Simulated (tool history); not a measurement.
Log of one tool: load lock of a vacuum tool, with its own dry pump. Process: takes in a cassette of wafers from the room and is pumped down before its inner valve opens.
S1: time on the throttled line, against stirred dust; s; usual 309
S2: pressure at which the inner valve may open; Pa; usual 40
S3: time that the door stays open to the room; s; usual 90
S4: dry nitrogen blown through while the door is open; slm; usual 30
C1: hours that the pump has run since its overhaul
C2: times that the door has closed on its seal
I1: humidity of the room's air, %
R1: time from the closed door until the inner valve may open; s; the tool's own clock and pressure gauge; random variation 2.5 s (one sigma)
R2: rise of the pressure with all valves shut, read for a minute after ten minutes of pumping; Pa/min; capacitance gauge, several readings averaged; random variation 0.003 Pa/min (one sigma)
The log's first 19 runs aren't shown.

Run 20, hour 5799.6: usual settings but S1 516 s, S3 69 s; C1 7846; C2 18735; I1 42.9. Result: R1 616.8 s, R2 0.139 Pa/min.
Run 21, hour 6167.6: usual settings but S4 13 slm; C1 8214; C2 19923; I1 45.8. Result: R1 435.7 s, R2 0.165 Pa/min.
Run 22, hour 6437.1: usual settings but S4 13 slm; C1 8483; C2 20794; I1 44.6. Result: R1 442.6 s, R2 0.172 Pa/min.
Run 23, hour 6808.0: usual settings but S4 13 slm; C1 8854; C2 21992; I1 48.9. Result: R1 448.5 s, R2 0.199 Pa/min.
Run 24, hour 7173.9: usual settings but S1 532 s, S2 75 Pa, S3 69 s, S4 13 slm; C1 9220; C2 23174; I1 45.8. Result: R1 620.8 s, R2 0.198 Pa/min.
Run 25, hour 7436.8: usual settings but S1 359 s, S2 42 Pa, S4 45 slm; C1 9483; C2 24024; I1 45.1. Result: R1 490.2 s, R2 0.183 Pa/min.
Run 26, hour 7676.6: usual settings but S1 281 s, S2 56 Pa, S3 110 s, S4 43 slm; C1 9723; C2 24798; I1 46.5. Result: R1 413.2 s, R2 0.202 Pa/min.
Run 27, hour 7965.5: usual settings but S4 40 slm; C1 10012; C2 25731; I1 44.9. Result: R1 449.9 s, R2 0.214 Pa/min.
Run 28, hour 8173.3: usual settings but S4 40 slm; C1 10219; C2 26403; I1 42.0. Result: R1 451.6 s, R2 0.219 Pa/min.
Run 29, hour 8517.9: usual settings but S4 40 slm; C1 10564; C2 27516; I1 46.5. Result: R1 453.6 s, R2 0.237 Pa/min.
At hour 8692.3: dry pump taken out, an overhauled one fitted.
Run 30, hour 8866.9: usual settings but S2 77 Pa, S4 40 slm; C1 175; C2 28624; I1 46.8. Result: R1 399.6 s, R2 0.254 Pa/min.
At hour 8933.3: door's seal changed, seat wiped.
Run 31, hour 9196.6: usual settings but S2 67 Pa, S4 15 slm; C1 503; C2 850; I1 42.9. Result: R1 403.1 s, R2 0.044 Pa/min.
Run 32, hour 9535.0: usual settings but S2 67 Pa, S4 15 slm; C1 841; C2 1943; I1 44.3. Result: R1 400.8 s, R2 0.050 Pa/min.
Run 33, hour 9920.8: usual settings but S1 426 s, S4 4 slm; C1 1227; C2 3190; I1 44.4. Result: R1 519.6 s, R2 0.077 Pa/min.
Run 34, hour 10193.0: usual settings but S1 168 s, S2 53 Pa, S3 32 s, S4 6 slm; C1 1499; C2 4069; I1 39.9. Result: R1 285.4 s, R2 0.035 Pa/min.
Run 35, hour 10431.4: usual settings but S1 168 s, S2 53 Pa, S3 32 s, S4 6 slm; C1 1738; C2 4839; I1 42.3. Result: R1 283.3 s, R2 0.039 Pa/min.
Run 36, hour 10751.1: usual settings but S1 180 s, S3 52 s, S4 6 slm; C1 2057; C2 5872; I1 43.9. Result: R1 298.1 s, R2 0.056 Pa/min.

4 ways to go on from here, each from the tool as it stands after run 36. What would each give?
Run A, hour 11016.6: usual settings but S1 229 s, S2 49 Pa, S3 52 s, S4 6 slm; C1 2323; C2 6730; I1 43.9. Result: R1 ?, R2 ?.
Run B, hour 11016.6: usual settings but S1 180 s, S2 65 Pa, S3 52 s, S4 8 slm; C1 2323; C2 6730; I1 44.9. Result: R1 ?, R2 ?.
Run C, hour 11016.6: usual settings but S1 310 s, S3 52 s, S4 6 slm; C1 2323; C2 6730; I1 41.9. Result: R1 ?, R2 ?.
Run D, hour 11016.6: usual settings but S1 180 s, S3 52 s, S4 9 slm; C1 2323; C2 6730; I1 44.8. Result: R1 ?, R2 ?.

run     R1     R2
  A  340.1  0.058
  B  292.8  0.057
  C  412.6  0.060
  D  301.2  0.065
Without the tool's hidden state the same runs would have given:
run     R1     R2
  A  334.9  0.034
  B  287.5  0.032
  C  407.7  0.035
  D  295.6  0.040

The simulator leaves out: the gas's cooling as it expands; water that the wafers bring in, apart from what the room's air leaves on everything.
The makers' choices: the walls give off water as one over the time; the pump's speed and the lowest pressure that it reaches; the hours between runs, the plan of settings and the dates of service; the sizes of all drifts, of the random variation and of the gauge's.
